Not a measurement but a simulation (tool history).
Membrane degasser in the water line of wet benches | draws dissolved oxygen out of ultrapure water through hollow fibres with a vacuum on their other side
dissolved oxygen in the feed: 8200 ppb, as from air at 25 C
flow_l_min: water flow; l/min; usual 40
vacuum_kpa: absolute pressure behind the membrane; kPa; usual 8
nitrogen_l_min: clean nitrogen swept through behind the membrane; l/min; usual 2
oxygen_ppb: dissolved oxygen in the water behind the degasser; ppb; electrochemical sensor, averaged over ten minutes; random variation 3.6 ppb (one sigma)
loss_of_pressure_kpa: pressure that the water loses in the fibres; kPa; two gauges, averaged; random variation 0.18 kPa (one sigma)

run 1 day=0 | flow_l_min=40 vacuum_kpa=8 nitrogen_l_min=2 | oxygen_ppb=354.9 loss_of_pressure_kpa=32.81
run 2 day=3.975 | flow_l_min=31 vacuum_kpa=8 nitrogen_l_min=2 | oxygen_ppb=268.6 loss_of_pressure_kpa=25.63
run 3 day=7.442 | flow_l_min=31 vacuum_kpa=8 nitrogen_l_min=2 | oxygen_ppb=269.1 loss_of_pressure_kpa=25.58
run 4 day=10.925 | flow_l_min=31 vacuum_kpa=8 nitrogen_l_min=2 | oxygen_ppb=268.6 loss_of_pressure_kpa=25.47
run 5 day=15.596 | flow_l_min=40 vacuum_kpa=8 nitrogen_l_min=2 | oxygen_ppb=362.3 loss_of_pressure_kpa=32.96
run 6 day=20.7 | flow_l_min=40 vacuum_kpa=8 nitrogen_l_min=2 | oxygen_ppb=354.2 loss_of_pressure_kpa=32.82
run 7 day=23.767 | flow_l_min=40 vacuum_kpa=8 nitrogen_l_min=2 | oxygen_ppb=353.7 loss_of_pressure_kpa=32.8
run 8 day=27.971 | flow_l_min=40 vacuum_kpa=8 nitrogen_l_min=2 | oxygen_ppb=360.1 loss_of_pressure_kpa=32.57
run 9 day=31.846 | flow_l_min=40 vacuum_kpa=8 nitrogen_l_min=2 | oxygen_ppb=352 loss_of_pressure_kpa=32.88
run 10 day=34.662 | flow_l_min=40 vacuum_kpa=8 nitrogen_l_min=3.75 | oxygen_ppb=268.8 loss_of_pressure_kpa=33.18
run 11 day=38.667 | flow_l_min=46 vacuum_kpa=8 nitrogen_l_min=2 | oxygen_ppb=413.8 loss_of_pressure_kpa=38.02
run 12 day=42 | flow_l_min=46 vacuum_kpa=7.39 nitrogen_l_min=1.26 | oxygen_ppb=477.9 loss_of_pressure_kpa=37.95
run 13 day=45.833 | flow_l_min=46 vacuum_kpa=7.39 nitrogen_l_min=1.26 | oxygen_ppb=479.6 loss_of_pressure_kpa=37.69
run 14 day=48.788 | flow_l_min=42 vacuum_kpa=6.12 nitrogen_l_min=5.94 | oxygen_ppb=212 loss_of_pressure_kpa=34.39

The next listed run, before its measurement:
run 15 day=52.408 | flow_l_min=56 vacuum_kpa=7.55 nitrogen_l_min=1.34 | oxygen_ppb=? loss_of_pressure_kpa=?

Run 15 gave oxygen_ppb 577.8 ppb, loss_of_pressure_kpa 46.05 kPa.
Without the tool's hidden state the same run would have given oxygen_ppb 577.6 ppb, loss_of_pressure_kpa 46.05 kPa.

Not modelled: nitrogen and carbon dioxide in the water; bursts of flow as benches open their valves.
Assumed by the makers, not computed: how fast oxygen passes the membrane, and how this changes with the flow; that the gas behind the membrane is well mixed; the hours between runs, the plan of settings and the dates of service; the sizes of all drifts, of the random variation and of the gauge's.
